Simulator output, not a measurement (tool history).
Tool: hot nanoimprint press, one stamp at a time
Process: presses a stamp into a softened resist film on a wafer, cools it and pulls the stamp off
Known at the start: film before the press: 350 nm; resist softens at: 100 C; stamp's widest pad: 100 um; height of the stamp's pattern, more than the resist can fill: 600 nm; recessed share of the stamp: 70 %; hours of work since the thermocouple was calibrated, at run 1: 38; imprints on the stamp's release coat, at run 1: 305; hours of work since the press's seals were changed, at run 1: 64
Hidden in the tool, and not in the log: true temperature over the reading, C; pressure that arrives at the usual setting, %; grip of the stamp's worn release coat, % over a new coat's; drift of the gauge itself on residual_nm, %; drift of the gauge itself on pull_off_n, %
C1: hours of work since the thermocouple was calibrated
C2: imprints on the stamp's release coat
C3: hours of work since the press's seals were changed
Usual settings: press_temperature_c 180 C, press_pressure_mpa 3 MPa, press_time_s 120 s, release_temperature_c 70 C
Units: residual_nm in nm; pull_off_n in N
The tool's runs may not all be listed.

{"run": 1, "hour": 0.0, "press_temperature_c": 180, "press_pressure_mpa": 3, "press_time_s": 120, "release_temperature_c": 70, "C1": 38, "C2": 305, "C3": 64, "residual_nm": 197.7, "pull_off_n": 228}
{"run": 2, "hour": 21.1, "press_temperature_c": 180, "press_pressure_mpa": 2.01, "press_time_s": 120, "release_temperature_c": 70, "C1": 50, "C2": 382, "C3": 77, "residual_nm": 227.7, "pull_off_n": 230}
{"run": 3, "hour": 40.2, "press_temperature_c": 180, "press_pressure_mpa": 2.01, "press_time_s": 161, "release_temperature_c": 70, "C1": 62, "C2": 451, "C3": 89, "residual_nm": 209.4, "pull_off_n": 233}
{"run": 4, "hour": 50.1, "press_temperature_c": 180, "press_pressure_mpa": 3, "press_time_s": 120, "release_temperature_c": 70, "C1": 68, "C2": 487, "C3": 95, "residual_nm": 197.1, "pull_off_n": 237}
{"run": 5, "hour": 65.7, "press_temperature_c": 180, "press_pressure_mpa": 3, "press_time_s": 120, "release_temperature_c": 70, "C1": 78, "C2": 543, "C3": 104, "residual_nm": 198.4, "pull_off_n": 239}
{"run": 6, "hour": 80.8, "press_temperature_c": 180, "press_pressure_mpa": 3, "press_time_s": 120, "release_temperature_c": 70, "C1": 87, "C2": 598, "C3": 113, "residual_nm": 198.8, "pull_off_n": 238}
{"run": 7, "hour": 101.1, "press_temperature_c": 180, "press_pressure_mpa": 3, "press_time_s": 120, "release_temperature_c": 70, "C1": 99, "C2": 671, "C3": 126, "residual_nm": 199.3, "pull_off_n": 243}
{"hour": 111.0, "done": "stamp cleaned and given a new release coat"}
{"run": 8, "hour": 121.6, "press_temperature_c": 180, "press_pressure_mpa": 3, "press_time_s": 120, "release_temperature_c": 70, "C1": 108, "C2": 38, "C3": 135, "residual_nm": 198.8, "pull_off_n": 219}
{"run": 9, "hour": 132.9, "press_temperature_c": 180, "press_pressure_mpa": 3, "press_time_s": 98, "release_temperature_c": 70, "C1": 115, "C2": 79, "C3": 142, "residual_nm": 211.6, "pull_off_n": 222}
{"run": 10, "hour": 151.2, "press_temperature_c": 180, "press_pressure_mpa": 3, "press_time_s": 98, "release_temperature_c": 70, "C1": 126, "C2": 145, "C3": 153, "residual_nm": 212, "pull_off_n": 224}
{"run": 11, "hour": 165.3, "press_temperature_c": 180, "press_pressure_mpa": 2.33, "press_time_s": 98, "release_temperature_c": 70, "C1": 135, "C2": 197, "C3": 161, "residual_nm": 232, "pull_off_n": 228}
{"run": 12, "hour": 182.8, "press_temperature_c": 180, "press_pressure_mpa": 2.33, "press_time_s": 98, "release_temperature_c": 70, "C1": 146, "C2": 260, "C3": 172, "residual_nm": 232.2, "pull_off_n": 228}
{"run": 13, "hour": 200.2, "press_temperature_c": 180, "press_pressure_mpa": 3, "press_time_s": 120, "release_temperature_c": 70, "C1": 156, "C2": 323, "C3": 183, "residual_nm": 199.3, "pull_off_n": 231}
{"run": 14, "hour": 210.7, "press_temperature_c": 180, "press_pressure_mpa": 3, "press_time_s": 120, "release_temperature_c": 58, "C1": 163, "C2": 361, "C3": 189, "residual_nm": 199.5, "pull_off_n": 258}
{"run": 15, "hour": 228.3, "press_temperature_c": 180, "press_pressure_mpa": 3, "press_time_s": 120, "release_temperature_c": 58, "C1": 174, "C2": 425, "C3": 200, "residual_nm": 199.7, "pull_off_n": 264}
{"run": 16, "hour": 248.6, "press_temperature_c": 180, "press_pressure_mpa": 3, "press_time_s": 120, "release_temperature_c": 58, "C1": 186, "C2": 499, "C3": 212, "residual_nm": 200.5, "pull_off_n": 269}
{"run": 17, "hour": 270.0, "press_temperature_c": 180, "press_pressure_mpa": 3.84, "press_time_s": 116, "release_temperature_c": 58, "C1": 199, "C2": 576, "C3": 225, "residual_nm": 184.2, "pull_off_n": 266}
{"run": 18, "hour": 285.1, "press_temperature_c": 180, "press_pressure_mpa": 2.79, "press_time_s": 120, "release_temperature_c": 73, "C1": 208, "C2": 631, "C3": 235, "residual_nm": 206.6, "pull_off_n": 232}
{"run": 19, "hour": 296.0, "press_temperature_c": 180, "press_pressure_mpa": 1.86, "press_time_s": 120, "release_temperature_c": 73, "C1": 215, "C2": 670, "C3": 241, "residual_nm": 237.1, "pull_off_n": 238}
{"hour": 306.8, "done": "stamp cleaned and given a new release coat"}
{"run": 20, "hour": 314.1, "press_temperature_c": 180, "press_pressure_mpa": 3, "press_time_s": 126, "release_temperature_c": 58, "C1": 222, "C2": 26, "C3": 249, "residual_nm": 198, "pull_off_n": 245}
{"run": 21, "hour": 330.8, "press_temperature_c": 180, "press_pressure_mpa": 3, "press_time_s": 126, "release_temperature_c": 75, "C1": 232, "C2": 87, "C3": 259, "residual_nm": 198.7, "pull_off_n": 211}
{"run": 22, "hour": 342.4, "press_temperature_c": 180, "press_pressure_mpa": 3, "press_time_s": 106, "release_temperature_c": 56, "C1": 240, "C2": 129, "C3": 266, "residual_nm": 209.8, "pull_off_n": 256}
{"run": 23, "hour": 356.3, "press_temperature_c": 180, "press_pressure_mpa": 3, "press_time_s": 106, "release_temperature_c": 56, "C1": 248, "C2": 179, "C3": 275, "residual_nm": 209.4, "pull_off_n": 259}
{"run": 24, "hour": 366.1, "press_temperature_c": 180, "press_pressure_mpa": 3, "press_time_s": 106, "release_temperature_c": 56, "C1": 254, "C2": 215, "C3": 281, "residual_nm": 210.3, "pull_off_n": 258}
{"run": 25, "hour": 385.0, "press_temperature_c": 181, "press_pressure_mpa": 3, "press_time_s": 106, "release_temperature_c": 56, "C1": 266, "C2": 283, "C3": 292, "residual_nm": 204.2, "pull_off_n": 265}
{"hour": 396.6, "done": "plate thermocouple calibrated"}
{"run": 26, "hour": 402.1, "press_temperature_c": 181, "press_pressure_mpa": 3, "press_time_s": 106, "release_temperature_c": 56, "C1": 3, "C2": 334, "C3": 301, "residual_nm": 199.2, "pull_off_n": 264}
{"run": 27, "hour": 420.4, "press_temperature_c": 181, "press_pressure_mpa": 3, "press_time_s": 67, "release_temperature_c": 63, "C1": 15, "C2": 401, "C3": 312, "residual_nm": 228, "pull_off_n": 248}
{"run": 28, "hour": 440.2, "press_temperature_c": 180, "press_pressure_mpa": 2.25, "press_time_s": 120, "release_temperature_c": 62, "C1": 27, "C2": 473, "C3": 324, "residual_nm": 220.5, "pull_off_n": 255}
{"run": 29, "hour": 455.0, "press_temperature_c": 187, "press_pressure_mpa": 2.59, "press_time_s": 120, "release_temperature_c": 64, "C1": 36, "C2": 526, "C3": 333, "residual_nm": 164.3, "pull_off_n": 250}
{"run": 30, "hour": 469.5, "press_temperature_c": 191, "press_pressure_mpa": 3.68, "press_time_s": 201, "release_temperature_c": 67, "C1": 45, "C2": 579, "C3": 342, "residual_nm": 97.3, "pull_off_n": 246}

Hidden state or all else? Some run-to-run changes of residual_nm, split into what the settings, what came in and random variation would give without the hidden state, and what is left for the hidden state (with any gauge scatter that isn't in both results):
Run 12 -> 13: press_pressure_mpa 2.33 -> 3, press_time_s 98 -> 120. residual_nm -32.9 nm: hidden state +0.5, all else -33.4.
Run 19 -> 20: press_pressure_mpa 1.86 -> 3, press_time_s 120 -> 126, release_temperature_c 73 -> 58, stamp cleaned and given a new release coat. residual_nm -39.1 nm: hidden state +0.7, all else -39.8.
Run 25 -> 26: plate thermocouple calibrated. residual_nm -5 nm: hidden state -4.8, all else -0.2.
Run 28 -> 29: press_temperature_c 180 -> 187, press_pressure_mpa 2.25 -> 2.59, release_temperature_c 62 -> 64. residual_nm -56.2 nm: hidden state +0, all else -56.2.
Run 29 -> 30: press_temperature_c 187 -> 191, press_pressure_mpa 2.59 -> 3.68, press_time_s 120 -> 201, release_temperature_c 64 -> 67. residual_nm -67 nm: hidden state -0.3, all else -66.7.
